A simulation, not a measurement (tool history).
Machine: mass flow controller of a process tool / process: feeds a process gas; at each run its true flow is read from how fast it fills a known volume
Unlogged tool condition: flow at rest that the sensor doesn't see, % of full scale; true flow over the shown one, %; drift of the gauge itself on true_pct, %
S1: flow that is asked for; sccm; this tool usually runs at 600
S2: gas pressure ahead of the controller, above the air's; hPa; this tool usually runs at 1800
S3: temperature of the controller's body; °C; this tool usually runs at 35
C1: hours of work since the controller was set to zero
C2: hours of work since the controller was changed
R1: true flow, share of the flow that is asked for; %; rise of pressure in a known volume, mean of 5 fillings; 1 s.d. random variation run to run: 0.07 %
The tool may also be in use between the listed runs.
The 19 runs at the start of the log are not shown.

run,hour,S1,S2,S3,C1,C2,R1
20,2185.2,600,1800,30,2749,2749,101.10
21,2349.2,600,1620,35,2851,2851,100.78
22,2503.8,600,1800,35,2947,2947,100.70
23,2672.9,600,1800,35,3053,3053,100.77
24,2836.1,600,1800,24,3155,3155,102.05
25,3007.4,204,1800,32,3262,3262,103.65
26,3094.1,546,1560,37,3316,3316,100.91
27,3219.4,600,1800,37,3394,3394,100.76
# hour 3229.9: controller's zero set anew
28,3290.5,110,2440,29,38,3438,108.32
29,3431.9,600,2300,33,126,3526,101.25
30,3564.4,297,2230,22,209,3609,104.17
31,3668.8,297,2540,25,274,3674,103.78
32,3773.5,259,2600,20,339,3739,104.94
# hour 3795.9: controller's zero set anew, once more
33,3904.7,259,2600,20,68,3821,101.21
34,4059.3,292,2340,28,164,3917,100.36
35,4170.4,819,2340,22,234,3986,101.37
36,4253.2,565,2030,31,285,4038,100.30
37,4403.9,179,1730,27,379,4132,101.31
38,4554.0,179,1730,27,473,4226,101.34
39,4668.1,179,1730,27,544,4297,101.58
40,4737.8,600,2750,30,588,4340,100.29

What will run 41 give?
41,4836.5,276,2090,35,649,4402,?

R1: 100.36 %
With no hidden state in the tool, this same run would have given R1 98.48 %.
